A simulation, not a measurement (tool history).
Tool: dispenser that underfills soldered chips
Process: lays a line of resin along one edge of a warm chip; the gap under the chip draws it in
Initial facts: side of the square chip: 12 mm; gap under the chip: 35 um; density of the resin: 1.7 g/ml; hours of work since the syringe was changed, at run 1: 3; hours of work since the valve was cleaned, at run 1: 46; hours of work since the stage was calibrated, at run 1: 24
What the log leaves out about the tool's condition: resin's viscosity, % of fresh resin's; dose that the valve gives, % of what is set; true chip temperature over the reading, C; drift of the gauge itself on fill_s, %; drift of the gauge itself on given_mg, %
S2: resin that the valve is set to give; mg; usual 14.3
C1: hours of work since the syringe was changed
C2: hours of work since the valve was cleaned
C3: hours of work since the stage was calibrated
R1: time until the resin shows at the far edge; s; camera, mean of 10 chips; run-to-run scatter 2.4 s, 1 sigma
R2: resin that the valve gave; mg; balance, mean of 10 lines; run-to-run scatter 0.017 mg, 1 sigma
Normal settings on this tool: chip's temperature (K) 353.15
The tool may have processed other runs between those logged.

run 1 hour=0.0 | chip's_temperature_(K)=353.15 S2=14.3 | C1=3 C2=46 C3=24 | R1=308.0 R2=14.04
-- hour=5.1 new syringe of resin
run 2 hour=9.1 | chip's_temperature_(K)=353.15 S2=14.3 | C1=2 C2=51 C3=29 | R1=290.7 R2=14.03
-- hour=15.6 new syringe of resin
run 3 hour=24.8 | chip's_temperature_(K)=353.15 S2=14.3 | C1=6 C2=61 C3=39 | R1=379.4 R2=13.99
-- hour=26.1 new syringe of resin
-- hour=36.8 new syringe of resin
run 4 hour=40.5 | chip's_temperature_(K)=353.15 S2=14.3 | C1=2 C2=70 C3=48 | R1=281.2 R2=13.94
-- hour=47.5 new syringe of resin
-- hour=50.7 dispensing valve cleaned and set on the balance
-- hour=59.1 new syringe of resin
run 5 hour=59.1 | chip's_temperature_(K)=353.15 S2=12.5 | C1=0 C2=5 C3=58 | R1=241.0 R2=12.48
-- hour=69.7 new syringe of resin
run 6 hour=69.9 | chip's_temperature_(K)=353.15 S2=14.6 | C1=0 C2=11 C3=65 | R1=237.9 R2=14.56
-- hour=80.2 new syringe of resin
run 7 hour=83.1 | chip's_temperature_(K)=353.15 S2=12.5 | C1=2 C2=19 C3=73 | R1=280.3 R2=12.44
-- hour=90.7 new syringe of resin
run 8 hour=92.6 | chip's_temperature_(K)=353.15 S2=12.5 | C1=1 C2=25 C3=79 | R1=273.0 R2=12.39
-- hour=101.3 new syringe of resin
run 9 hour=101.3 | chip's_temperature_(K)=353.15 S2=12.5 | C1=0 C2=30 C3=84 | R1=236.1 R2=12.37
-- hour=111.5 new syringe of resin
run 10 hour=117.2 | chip's_temperature_(K)=353.15 S2=13.2 | C1=4 C2=40 C3=93 | R1=318.0 R2=13.06
-- hour=121.7 new syringe of resin
run 11 hour=128.7 | chip's_temperature_(K)=353.15 S2=18.2 | C1=4 C2=47 C3=100 | R1=334.4 R2=17.97
-- hour=132.6 new syringe of resin
run 12 hour=141.8 | chip's_temperature_(K)=353.15 S2=18.2 | C1=6 C2=55 C3=108 | R1=370.8 R2=17.90
-- hour=143.0 new syringe of resin
-- hour=153.1 new syringe of resin
run 13 hour=153.1 | chip's_temperature_(K)=353.15 S2=18.2 | C1=0 C2=61 C3=115 | R1=236.8 R2=17.87
-- hour=163.8 new syringe of resin
run 14 hour=165.1 | chip's_temperature_(K)=365.15 S2=15.0 | C1=1 C2=68 C3=122 | R1=146.9 R2=14.68
-- hour=174.3 new syringe of resin
-- hour=178.7 dispensing valve cleaned and set on the balance
run 15 hour=182.0 | chip's_temperature_(K)=355.15 S2=14.3 | C1=4 C2=2 C3=131 | R1=297.5 R2=14.28
-- hour=185.7 new syringe of resin
run 16 hour=190.9 | chip's_temperature_(K)=367.15 S2=14.8 | C1=3 C2=7 C3=137 | R1=156.9 R2=14.78
-- hour=196.1 new syringe of resin
run 17 hour=203.1 | chip's_temperature_(K)=341.15 S2=13.7 | C1=4 C2=15 C3=144 | R1=599.6 R2=13.61
-- hour=207.0 new syringe of resin
-- hour=217.7 new syringe of resin
run 18 hour=217.9 | chip's_temperature_(K)=341.15 S2=13.7 | C1=0 C2=23 C3=153 | R1=440.3 R2=13.59
-- hour=228.1 new syringe of resin
run 19 hour=231.9 | chip's_temperature_(K)=341.15 S2=13.7 | C1=2 C2=32 C3=161 | R1=522.3 R2=13.58
-- hour=238.6 new syringe of resin
run 20 hour=244.0 | chip's_temperature_(K)=364.15 S2=14.3 | C1=3 C2=39 C3=168 | R1=187.0 R2=14.11
-- hour=248.9 new syringe of resin
run 21 hour=253.2 | chip's_temperature_(K)=362.15 S2=14.2 | C1=3 C2=45 C3=174 | R1=191.5 R2=14.00
-- hour=259.6 new syringe of resin
run 22 hour=268.1 | chip's_temperature_(K)=349.15 S2=13.5 | C1=5 C2=54 C3=183 | R1=433.7 R2=13.28
-- hour=270.4 new syringe of resin
-- hour=281.3 new syringe of resin
run 23 hour=282.8 | chip's_temperature_(K)=349.15 S2=13.5 | C1=1 C2=62 C3=192 | R1=305.1 R2=13.23
-- hour=292.0 new syringe of resin
run 24 hour=300.9 | chip's_temperature_(K)=349.15 S2=13.5 | C1=5 C2=73 C3=203 | R1=436.7 R2=13.19
-- hour=302.4 new syringe of resin
-- hour=305.9 dispensing valve cleaned and set on the balance
run 25 hour=310.8 | chip's_temperature_(K)=363.15 S2=14.3 | C1=5 C2=3 C3=208 | R1=213.5 R2=14.31

Below are 3 alternative next runs, each starting from the tool's condition after run 25. Predict each:
-- hour=313.4 new syringe of resin
-- hour=323.7 new syringe of resin
run A hour=327.0 | chip's_temperature_(K)=340.15 S2=15.4 | C1=2 C2=13 C3=217 | R1=? R2=?
-- hour=313.4 new syringe of resin
-- hour=323.7 new syringe of resin
run B hour=327.0 | chip's_temperature_(K)=344.15 S2=16.7 | C1=2 C2=13 C3=217 | R1=? R2=?
-- hour=313.4 new syringe of resin
-- hour=323.7 new syringe of resin
run C hour=327.0 | chip's_temperature_(K)=353.15 S2=17.3 | C1=2 C2=13 C3=217 | R1=? R2=?

run=A R1=511.3 R2=15.34
run=B R1=407.5 R2=16.60
run=C R1=272.5 R2=17.23
Without the tool's unlogged condition, the same runs would have read:
run=A R1=452.0 R2=15.41
run=B R1=360.1 R2=16.68
run=C R1=240.6 R2=17.31

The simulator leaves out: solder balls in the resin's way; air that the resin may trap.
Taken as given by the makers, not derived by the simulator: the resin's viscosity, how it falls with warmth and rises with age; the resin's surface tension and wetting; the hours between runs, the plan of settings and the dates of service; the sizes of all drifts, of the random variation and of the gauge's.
